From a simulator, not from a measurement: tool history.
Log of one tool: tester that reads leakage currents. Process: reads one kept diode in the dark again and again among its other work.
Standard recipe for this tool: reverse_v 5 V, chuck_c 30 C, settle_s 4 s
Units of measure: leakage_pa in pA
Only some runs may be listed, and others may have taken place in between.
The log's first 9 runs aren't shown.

run    hour  reverse_v  chuck_c  settle_s  leakage_pa
 10  1375.6          5       30         4       52.27
 11  1479.8          5       30         4       52.55
     1524.5  -- probe card cleaned and baked
 12  1692.8          5       30         4       46.13
 13  1843.3          5       30         4       46.25
 14    1933          5       30         4       46.36
 15    2031          5       30         4       46.61
     2093.1  -- tester calibrated
 16  2139.2          5       30         4       45.44
     2152.1  -- chuck's temperature calibrated
 17  2349.3       1.62       29      1.57       26.52
 18  2447.6       2.42       56      8.73      286.09
 19  2582.9      11.75       49      1.11      383.28
 20  2719.8       3.32       54       1.2      288.12
 21  2930.2       3.32       54       1.2      285.45
 22    3070      16.53       30         4      102.08

Predict the results of run 23:
 23  3197.6        2.2       51      1.15           ?

{"run 23": {"leakage_pa": 183.12}}
The same run, on a tool lacking any hidden state, would have yielded leakage_pa 188.19 pA.
